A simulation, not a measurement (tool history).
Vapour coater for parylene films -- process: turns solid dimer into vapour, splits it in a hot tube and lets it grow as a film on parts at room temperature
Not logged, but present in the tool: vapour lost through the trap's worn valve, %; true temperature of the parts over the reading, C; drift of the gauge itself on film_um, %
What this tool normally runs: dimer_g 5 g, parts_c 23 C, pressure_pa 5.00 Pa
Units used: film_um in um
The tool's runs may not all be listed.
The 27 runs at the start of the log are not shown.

run,hour,dimer_g,parts_c,pressure_pa,hours of work since the trap's valve was overhauled,hours of work since the table's thermometer was calibrated,film_um
28,802.9,4,23,2.63,376,1574,1.55
29,821.7,2,17,11.96,391,1589,0.64
30,849.5,6,28,5.00,414,1611,1.88
31,874.8,6,28,5.00,434,1632,1.86
# hour 908.8: trap's valve overhauled
32,914.8,7,21,5.00,5,1661,2.47
33,948.8,7,21,5.00,32,1688,2.46
34,988.6,7,21,5.00,64,1720,2.48
35,1014.0,2,16,5.00,85,1740,0.76

What if the next run were any one of these 4? Each begins from the tool's condition after run 35:
A,1047.5,5,23,6.94,112,1767,?
B,1047.5,2,27,4.93,112,1767,?
C,1047.5,7,21,9.76,112,1767,?
D,1047.5,2,34,6.41,112,1767,?

run,film_um
A,1.60
B,0.63
C,2.13
D,0.52
Stripped of hidden state, with their random variation kept, the same runs would have yielded:
run,film_um
A,1.60
B,0.64
C,2.13
D,0.52
